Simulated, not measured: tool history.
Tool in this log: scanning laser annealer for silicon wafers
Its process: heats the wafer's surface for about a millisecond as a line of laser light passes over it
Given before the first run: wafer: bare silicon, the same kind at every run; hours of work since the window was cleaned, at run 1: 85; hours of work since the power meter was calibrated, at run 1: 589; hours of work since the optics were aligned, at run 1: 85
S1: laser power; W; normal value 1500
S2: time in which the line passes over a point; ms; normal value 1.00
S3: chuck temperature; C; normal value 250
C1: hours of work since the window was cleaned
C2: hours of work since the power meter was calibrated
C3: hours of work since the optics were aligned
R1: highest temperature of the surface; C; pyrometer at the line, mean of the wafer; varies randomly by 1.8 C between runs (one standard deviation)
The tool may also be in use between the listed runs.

{"run": 1, "hour": 0.0, "S1": 1500, "S2": 1.0, "S3": 250, "C1": 85, "C2": 589, "C3": 85, "R1": 948}
{"run": 2, "hour": 43.7, "S1": 1500, "S2": 1.0, "S3": 250, "C1": 103, "C2": 607, "C3": 103, "R1": 945}
{"run": 3, "hour": 94.3, "S1": 1500, "S2": 1.0, "S3": 250, "C1": 123, "C2": 627, "C3": 123, "R1": 940}
{"run": 4, "hour": 148.5, "S1": 1500, "S2": 1.0, "S3": 250, "C1": 145, "C2": 649, "C3": 145, "R1": 940}
{"run": 5, "hour": 186.0, "S1": 1500, "S2": 1.0, "S3": 250, "C1": 160, "C2": 664, "C3": 160, "R1": 939}
{"run": 6, "hour": 231.9, "S1": 1500, "S2": 1.0, "S3": 250, "C1": 179, "C2": 683, "C3": 179, "R1": 938}
{"run": 7, "hour": 284.2, "S1": 1500, "S2": 1.0, "S3": 250, "C1": 200, "C2": 704, "C3": 200, "R1": 936}
{"run": 8, "hour": 319.7, "S1": 1500, "S2": 1.0, "S3": 250, "C1": 214, "C2": 719, "C3": 214, "R1": 935}
{"run": 9, "hour": 345.3, "S1": 1533, "S2": 1.0, "S3": 250, "C1": 225, "C2": 729, "C3": 225, "R1": 948}
{"run": 10, "hour": 398.3, "S1": 1533, "S2": 1.0, "S3": 250, "C1": 246, "C2": 750, "C3": 246, "R1": 947}
{"run": 11, "hour": 420.4, "S1": 1533, "S2": 1.0, "S3": 250, "C1": 255, "C2": 759, "C3": 255, "R1": 946}
{"run": 12, "hour": 464.7, "S1": 1533, "S2": 1.0, "S3": 250, "C1": 273, "C2": 777, "C3": 273, "R1": 945}
{"run": 13, "hour": 510.5, "S1": 1428, "S2": 1.0, "S3": 250, "C1": 291, "C2": 796, "C3": 291, "R1": 900}
{"run": 14, "hour": 536.7, "S1": 1428, "S2": 1.0, "S3": 250, "C1": 302, "C2": 806, "C3": 302, "R1": 897}
{"run": 15, "hour": 560.2, "S1": 1428, "S2": 1.0, "S3": 250, "C1": 311, "C2": 816, "C3": 311, "R1": 897}
{"run": 16, "hour": 599.6, "S1": 1500, "S2": 0.8, "S3": 250, "C1": 327, "C2": 832, "C3": 327, "R1": 852}
{"run": 17, "hour": 646.2, "S1": 1500, "S2": 0.8, "S3": 250, "C1": 346, "C2": 850, "C3": 346, "R1": 854}
{"run": 18, "hour": 670.3, "S1": 1500, "S2": 0.8, "S3": 250, "C1": 356, "C2": 860, "C3": 356, "R1": 851}
{"hour": 698.1, "done": "window over the wafer cleaned"}
{"run": 19, "hour": 708.8, "S1": 1500, "S2": 0.8, "S3": 250, "C1": 4, "C2": 875, "C3": 371, "R1": 874}
{"run": 20, "hour": 736.7, "S1": 1500, "S2": 0.8, "S3": 250, "C1": 16, "C2": 886, "C3": 382, "R1": 867}
{"run": 21, "hour": 790.3, "S1": 1500, "S2": 0.8, "S3": 250, "C1": 37, "C2": 908, "C3": 404, "R1": 869}
{"run": 22, "hour": 828.0, "S1": 1500, "S2": 0.86, "S3": 289, "C1": 52, "C2": 923, "C3": 419, "R1": 928}
{"run": 23, "hour": 876.0, "S1": 1560, "S2": 0.85, "S3": 223, "C1": 72, "C2": 942, "C3": 438, "R1": 883}
{"run": 24, "hour": 921.4, "S1": 1560, "S2": 1.02, "S3": 272, "C1": 90, "C2": 961, "C3": 457, "R1": 996}
{"run": 25, "hour": 959.9, "S1": 1560, "S2": 1.02, "S3": 272, "C1": 106, "C2": 976, "C3": 472, "R1": 992}
{"run": 26, "hour": 996.3, "S1": 1561, "S2": 1.08, "S3": 272, "C1": 120, "C2": 991, "C3": 487, "R1": 1018}
{"run": 27, "hour": 1036.3, "S1": 1461, "S2": 0.91, "S3": 248, "C1": 137, "C2": 1007, "C3": 503, "R1": 883}
{"run": 28, "hour": 1058.5, "S1": 1542, "S2": 0.86, "S3": 215, "C1": 146, "C2": 1016, "C3": 512, "R1": 866}
{"run": 29, "hour": 1102.8, "S1": 1542, "S2": 0.82, "S3": 270, "C1": 163, "C2": 1034, "C3": 530, "R1": 903}
{"run": 30, "hour": 1153.9, "S1": 1542, "S2": 0.82, "S3": 270, "C1": 184, "C2": 1055, "C3": 550, "R1": 905}
{"run": 31, "hour": 1201.5, "S1": 1567, "S2": 0.98, "S3": 277, "C1": 203, "C2": 1074, "C3": 570, "R1": 981}
{"run": 32, "hour": 1242.8, "S1": 1382, "S2": 0.82, "S3": 233, "C1": 220, "C2": 1091, "C3": 586, "R1": 803}
{"run": 33, "hour": 1284.6, "S1": 1500, "S2": 1.17, "S3": 227, "C1": 237, "C2": 1107, "C3": 603, "R1": 963}
{"run": 34, "hour": 1337.0, "S1": 1500, "S2": 1.17, "S3": 227, "C1": 258, "C2": 1129, "C3": 624, "R1": 962}
{"run": 35, "hour": 1379.4, "S1": 1500, "S2": 1.17, "S3": 227, "C1": 275, "C2": 1146, "C3": 642, "R1": 960}
{"run": 36, "hour": 1408.4, "S1": 1500, "S2": 1.17, "S3": 227, "C1": 287, "C2": 1158, "C3": 653, "R1": 957}
{"run": 37, "hour": 1461.9, "S1": 1449, "S2": 1.0, "S3": 250, "C1": 309, "C2": 1179, "C3": 675, "R1": 902}
{"run": 38, "hour": 1492.2, "S1": 1309, "S2": 1.0, "S3": 250, "C1": 321, "C2": 1191, "C3": 687, "R1": 841}
{"run": 39, "hour": 1545.7, "S1": 1309, "S2": 1.0, "S3": 250, "C1": 342, "C2": 1213, "C3": 709, "R1": 840}
{"run": 40, "hour": 1584.0, "S1": 1327, "S2": 0.94, "S3": 279, "C1": 358, "C2": 1228, "C3": 724, "R1": 855}
{"hour": 1607.5, "done": "window over the wafer cleaned"}
{"run": 41, "hour": 1637.2, "S1": 1327, "S2": 0.94, "S3": 279, "C1": 12, "C2": 1249, "C3": 745, "R1": 875}
{"run": 42, "hour": 1668.0, "S1": 1327, "S2": 0.94, "S3": 279, "C1": 24, "C2": 1262, "C3": 757, "R1": 876}

Some steps in R1, run to run, broken into two amounts with sign: the step expected even without the hidden condition (settings, incoming material, random variation), and the rest, left for the hidden condition together with whatever gauge scatter is not in both the measured and the hidden-condition-free result:
The tool's hidden condition here consists of: light that passes the window, % of a clean one's; laser's true power over the reading, %; width of the line over the set one, %; drift of the gauge itself on peak_c, C.
Run 18 -> 19: window over the wafer cleaned. R1 +23 C: hidden state +18, all else +5.
Run 26 -> 27: S1 1561 -> 1461, S2 1.08 -> 0.91, S3 272 -> 248. R1 -135 C: hidden state +1, all else -136.
Run 31 -> 32: S1 1567 -> 1382, S2 0.98 -> 0.82, S3 277 -> 233. R1 -178 C: hidden state +3, all else -181.
Run 32 -> 33: S1 1382 -> 1500, S2 0.82 -> 1.17, S3 233 -> 227. R1 +160 C: hidden state -7, all else +167.
Run 40 -> 41: window over the wafer cleaned. R1 +20 C: hidden state +19, all else +1.
